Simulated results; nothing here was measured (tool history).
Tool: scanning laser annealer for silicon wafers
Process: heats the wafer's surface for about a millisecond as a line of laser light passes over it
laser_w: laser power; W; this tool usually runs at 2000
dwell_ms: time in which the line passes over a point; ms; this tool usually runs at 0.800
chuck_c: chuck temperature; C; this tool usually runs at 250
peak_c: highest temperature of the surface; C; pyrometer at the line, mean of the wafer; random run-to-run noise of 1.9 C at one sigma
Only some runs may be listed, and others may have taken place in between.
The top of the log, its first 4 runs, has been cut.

{"run": 5, "day": 1.258, "laser_w": 2000, "dwell_ms": 0.585, "chuck_c": 250, "peak_c": 940}
{"run": 6, "day": 1.629, "laser_w": 2000, "dwell_ms": 0.585, "chuck_c": 250, "peak_c": 942}
{"run": 7, "day": 2.021, "laser_w": 2000, "dwell_ms": 0.8, "chuck_c": 250, "peak_c": 1071}
{"run": 8, "day": 2.442, "laser_w": 2000, "dwell_ms": 0.8, "chuck_c": 250, "peak_c": 1072}
{"run": 9, "day": 2.838, "laser_w": 2000, "dwell_ms": 0.8, "chuck_c": 250, "peak_c": 1076}
{"run": 10, "day": 3.242, "laser_w": 2000, "dwell_ms": 0.8, "chuck_c": 250, "peak_c": 1073}
{"run": 11, "day": 3.675, "laser_w": 2000, "dwell_ms": 0.8, "chuck_c": 282, "peak_c": 1105}
{"run": 12, "day": 4.038, "laser_w": 2000, "dwell_ms": 0.8, "chuck_c": 276, "peak_c": 1100}
{"run": 13, "day": 4.338, "laser_w": 2000, "dwell_ms": 0.8, "chuck_c": 281, "peak_c": 1101}
{"day": 4.442, "done": "window over the wafer cleaned"}
{"run": 14, "day": 4.725, "laser_w": 2000, "dwell_ms": 0.8, "chuck_c": 281, "peak_c": 1105}
{"run": 15, "day": 5.088, "laser_w": 2000, "dwell_ms": 0.909, "chuck_c": 281, "peak_c": 1163}
{"run": 16, "day": 5.425, "laser_w": 2000, "dwell_ms": 0.909, "chuck_c": 281, "peak_c": 1167}
{"run": 17, "day": 5.788, "laser_w": 2000, "dwell_ms": 0.909, "chuck_c": 281, "peak_c": 1163}
{"run": 18, "day": 6.021, "laser_w": 2000, "dwell_ms": 0.8, "chuck_c": 223, "peak_c": 1040}
{"run": 19, "day": 6.483, "laser_w": 2000, "dwell_ms": 0.8, "chuck_c": 223, "peak_c": 1041}
{"run": 20, "day": 6.746, "laser_w": 1841, "dwell_ms": 0.61, "chuck_c": 250, "peak_c": 884}
{"run": 21, "day": 7.133, "laser_w": 1841, "dwell_ms": 0.61, "chuck_c": 250, "peak_c": 884}

What will run 22 give?
{"day": 7.467, "done": "window over the wafer cleaned, once more"}
{"run": 22, "day": 7.692, "laser_w": 1841, "dwell_ms": 0.61, "chuck_c": 250, "peak_c": "?"}

{"run 22": {"peak_c": 895}}
If the tool had no hidden condition, the same run with the same run-to-run variation would have returned peak_c 902 C.
